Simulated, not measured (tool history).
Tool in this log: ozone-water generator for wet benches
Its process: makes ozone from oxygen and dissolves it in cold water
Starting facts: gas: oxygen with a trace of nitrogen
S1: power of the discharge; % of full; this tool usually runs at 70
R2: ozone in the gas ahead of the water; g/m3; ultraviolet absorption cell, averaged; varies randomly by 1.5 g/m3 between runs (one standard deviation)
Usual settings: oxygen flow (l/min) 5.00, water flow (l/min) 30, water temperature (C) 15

run 1 hour=0.0 | S1=70 oxygen_flow_(l/min)=5.00 water_flow_(l/min)=30 water_temperature_(C)=15 | dissolved_ozone_(ppm)=24.1 R2=278.0
run 2 hour=153.3 | S1=70 oxygen_flow_(l/min)=5.00 water_flow_(l/min)=30 water_temperature_(C)=15 | dissolved_ozone_(ppm)=24.4 R2=277.0
run 3 hour=320.9 | S1=70 oxygen_flow_(l/min)=5.00 water_flow_(l/min)=30 water_temperature_(C)=15 | dissolved_ozone_(ppm)=24.1 R2=270.4
run 4 hour=451.7 | S1=70 oxygen_flow_(l/min)=5.00 water_flow_(l/min)=30 water_temperature_(C)=15 | dissolved_ozone_(ppm)=23.6 R2=273.4
run 5 hour=566.3 | S1=44 oxygen_flow_(l/min)=5.00 water_flow_(l/min)=30 water_temperature_(C)=15 | dissolved_ozone_(ppm)=17.3 R2=194.3
run 6 hour=717.0 | S1=70 oxygen_flow_(l/min)=5.00 water_flow_(l/min)=45 water_temperature_(C)=15 | dissolved_ozone_(ppm)=16.0 R2=271.1
run 7 hour=852.3 | S1=70 oxygen_flow_(l/min)=5.00 water_flow_(l/min)=45 water_temperature_(C)=15 | dissolved_ozone_(ppm)=16.1 R2=272.9
run 8 hour=920.6 | S1=70 oxygen_flow_(l/min)=5.00 water_flow_(l/min)=45 water_temperature_(C)=15 | dissolved_ozone_(ppm)=15.9 R2=272.5
run 9 hour=1022.2 | S1=70 oxygen_flow_(l/min)=5.00 water_flow_(l/min)=45 water_temperature_(C)=15 | dissolved_ozone_(ppm)=16.5 R2=271.0
run 10 hour=1184.1 | S1=70 oxygen_flow_(l/min)=5.00 water_flow_(l/min)=45 water_temperature_(C)=15 | dissolved_ozone_(ppm)=15.7 R2=267.7
run 11 hour=1338.8 | S1=47 oxygen_flow_(l/min)=5.00 water_flow_(l/min)=30 water_temperature_(C)=15 | dissolved_ozone_(ppm)=17.5 R2=201.3
run 12 hour=1426.0 | S1=47 oxygen_flow_(l/min)=5.00 water_flow_(l/min)=30 water_temperature_(C)=10 | dissolved_ozone_(ppm)=18.5 R2=202.4
-- hour=1441.6 contactor cleaned
run 13 hour=1586.5 | S1=70 oxygen_flow_(l/min)=5.00 water_flow_(l/min)=30 water_temperature_(C)=13 | dissolved_ozone_(ppm)=23.6 R2=267.5
run 14 hour=1738.0 | S1=70 oxygen_flow_(l/min)=5.00 water_flow_(l/min)=30 water_temperature_(C)=15 | dissolved_ozone_(ppm)=23.3 R2=267.5
run 15 hour=1817.8 | S1=70 oxygen_flow_(l/min)=5.00 water_flow_(l/min)=30 water_temperature_(C)=15 | dissolved_ozone_(ppm)=23.0 R2=263.9
-- hour=1877.5 contactor cleaned, once more
run 16 hour=1897.6 | S1=70 oxygen_flow_(l/min)=5.00 water_flow_(l/min)=30 water_temperature_(C)=19 | dissolved_ozone_(ppm)=22.9 R2=268.7
run 17 hour=2057.5 | S1=70 oxygen_flow_(l/min)=5.00 water_flow_(l/min)=30 water_temperature_(C)=19 | dissolved_ozone_(ppm)=22.6 R2=265.1
run 18 hour=2201.0 | S1=70 oxygen_flow_(l/min)=8.24 water_flow_(l/min)=30 water_temperature_(C)=15 | dissolved_ozone_(ppm)=25.2 R2=209.8
run 19 hour=2344.0 | S1=70 oxygen_flow_(l/min)=8.24 water_flow_(l/min)=30 water_temperature_(C)=15 | dissolved_ozone_(ppm)=25.3 R2=208.8
run 20 hour=2462.3 | S1=54 oxygen_flow_(l/min)=6.58 water_flow_(l/min)=30 water_temperature_(C)=15 | dissolved_ozone_(ppm)=20.6 R2=194.7
run 21 hour=2541.2 | S1=69 oxygen_flow_(l/min)=5.00 water_flow_(l/min)=34 water_temperature_(C)=19 | dissolved_ozone_(ppm)=19.5 R2=261.5
run 22 hour=2687.2 | S1=62 oxygen_flow_(l/min)=3.24 water_flow_(l/min)=30 water_temperature_(C)=15 | dissolved_ozone_(ppm)=19.2 R2=297.9
run 23 hour=2785.3 | S1=42 oxygen_flow_(l/min)=5.00 water_flow_(l/min)=30 water_temperature_(C)=13 | dissolved_ozone_(ppm)=16.7 R2=186.1
-- hour=2845.7 water thermometer calibrated
run 24 hour=2891.4 | S1=42 oxygen_flow_(l/min)=5.00 water_flow_(l/min)=30 water_temperature_(C)=13 | dissolved_ozone_(ppm)=16.8 R2=182.5
run 25 hour=2993.2 | S1=43 oxygen_flow_(l/min)=3.38 water_flow_(l/min)=21 water_temperature_(C)=14 | dissolved_ozone_(ppm)=21.2 R2=222.7
run 26 hour=3100.0 | S1=43 oxygen_flow_(l/min)=3.38 water_flow_(l/min)=21 water_temperature_(C)=14 | dissolved_ozone_(ppm)=21.4 R2=224.3
run 27 hour=3252.7 | S1=70 oxygen_flow_(l/min)=4.28 water_flow_(l/min)=30 water_temperature_(C)=9 | dissolved_ozone_(ppm)=23.7 R2=280.7
run 28 hour=3386.4 | S1=70 oxygen_flow_(l/min)=8.28 water_flow_(l/min)=21 water_temperature_(C)=13 | dissolved_ozone_(ppm)=33.0 R2=204.4
run 29 hour=3491.8 | S1=70 oxygen_flow_(l/min)=8.28 water_flow_(l/min)=21 water_temperature_(C)=13 | dissolved_ozone_(ppm)=33.0 R2=202.0
run 30 hour=3608.5 | S1=70 oxygen_flow_(l/min)=8.28 water_flow_(l/min)=21 water_temperature_(C)=13 | dissolved_ozone_(ppm)=33.3 R2=202.8
run 31 hour=3756.4 | S1=65 oxygen_flow_(l/min)=3.20 water_flow_(l/min)=21 water_temperature_(C)=13 | dissolved_ozone_(ppm)=27.5 R2=302.5
run 32 hour=3915.1 | S1=99 oxygen_flow_(l/min)=5.14 water_flow_(l/min)=38 water_temperature_(C)=11 | dissolved_ozone_(ppm)=24.0 R2=323.8

Hidden state or all else? Some run-to-run changes of dissolved ozone (ppm), split into what the settings, what came in and random variation would give without the hidden state, and what is left for the hidden state (with any gauge scatter that isn't in both results):
The tool's hidden condition here consists of: yield of the discharge, % of new electrodes'; contactor's efficiency, % of a clean one's; true water temperature over the reading, C; drift of the gauge itself on ozone_ppm, %; drift of the gauge itself on gas_g_m3, %.
Run 4 -> 5: S1 70 -> 44. dissolved ozone (ppm) -6.3: hidden state +0.2, all else -6.5.
Run 12 -> 13: S1 47 -> 70, water temperature (C) 10 -> 13, contactor cleaned. dissolved ozone (ppm) +5.1: hidden state -0.8, all else +5.9.
Run 15 -> 16: water temperature (C) 15 -> 19, contactor cleaned, once more. dissolved ozone (ppm) -0.1: hidden state +0.7, all else -0.8.
Run 27 -> 28: oxygen flow (l/min) 4.28 -> 8.28, water flow (l/min) 30 -> 21, water temperature (C) 9 -> 13. dissolved ozone (ppm) +9.3: hidden state -0.8, all else +10.1.
Run 30 -> 31: S1 70 -> 65, oxygen flow (l/min) 8.28 -> 3.20. dissolved ozone (ppm) -5.8: hidden state +0.5, all else -6.3.
